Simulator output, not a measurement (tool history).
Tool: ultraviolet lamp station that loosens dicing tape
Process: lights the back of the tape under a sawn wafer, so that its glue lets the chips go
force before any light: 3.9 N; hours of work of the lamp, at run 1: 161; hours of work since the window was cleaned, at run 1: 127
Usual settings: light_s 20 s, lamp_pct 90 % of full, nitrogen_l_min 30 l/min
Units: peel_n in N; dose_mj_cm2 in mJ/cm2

run,day,light_s,lamp_pct,nitrogen_l_min,hours of work of the lamp,hours of work since the window was cleaned,peel_n,dose_mj_cm2
1,0.000,20,90,30,161,127,0.265,358
2,0.525,20,90,30,168,135,0.273,356
3,1.254,20,90,30,178,145,0.269,356
4,2.058,20,90,30,190,157,0.271,348
5,2.467,20,90,30,196,162,0.289,348
6,3.008,20,90,30,203,170,0.301,351
7,3.550,20,90,30,211,178,0.293,344
8,4.283,20,90,12,221,188,0.532,338
9,4.858,20,71,12,230,196,0.804,265
10,5.229,20,71,12,235,202,0.789,268
11,5.912,20,71,12,245,211,0.784,265
12,6.558,20,71,12,254,220,0.821,263
13,7.167,20,61,12,262,229,0.953,228
14,7.638,20,61,12,269,236,0.945,228
# day 8.000: window cleaned of glue's vapour
15,8.158,20,90,30,276,2,0.276,354
16,8.958,20,90,30,287,14,0.285,347
17,9.458,23,90,30,294,21,0.231,405
18,10.138,23,90,30,304,30,0.246,400
19,10.700,23,90,30,312,38,0.227,390
20,11.333,20,90,30,321,47,0.279,342
21,11.904,20,90,30,329,55,0.289,342
22,12.400,27,90,13,336,62,0.315,452
23,12.921,20,96,30,344,70,0.270,363
24,13.283,30,94,9,349,75,0.321,529
25,14.083,26,64,18,360,86,0.467,308
26,14.892,26,64,18,371,98,0.487,309
27,15.433,32,90,13,379,105,0.261,523
28,15.767,32,90,11,384,110,0.290,528
29,16.112,32,90,11,389,115,0.297,521
30,16.446,25,70,37,394,120,0.279,315
31,17.238,36,96,50,405,131,0.164,622
32,17.717,36,80,50,412,138,0.170,517
33,18.392,36,80,50,421,147,0.172,512
34,18.808,36,84,15,427,153,0.233,538
35,19.233,36,84,15,433,159,0.231,538
36,19.729,36,84,15,440,166,0.238,536
37,20.129,19,84,51,446,172,0.280,280
38,20.804,37,90,30,455,182,0.178,587
39,21.496,28,90,21,465,191,0.259,435
40,22.029,28,90,21,473,199,0.260,431
41,22.675,28,90,21,482,208,0.261,427
42,23.254,11,92,11,490,216,1.387,172

Hidden state at the last listed run before each entry between runs and at the first one after, where it differs:
Between runs 14 and 15: window cleaned of glue's vapour (day 8.000)
  lamp's light, % of a new lamp's: 90.3 -> 90.1; light that the window lets through, % of a clean one's: 93.2 -> 99.6
  measured less the result without the state, peel_n: +0.196 -> +0.037 N; dose_mj_cm2: -43 -> -41 mJ/cm2

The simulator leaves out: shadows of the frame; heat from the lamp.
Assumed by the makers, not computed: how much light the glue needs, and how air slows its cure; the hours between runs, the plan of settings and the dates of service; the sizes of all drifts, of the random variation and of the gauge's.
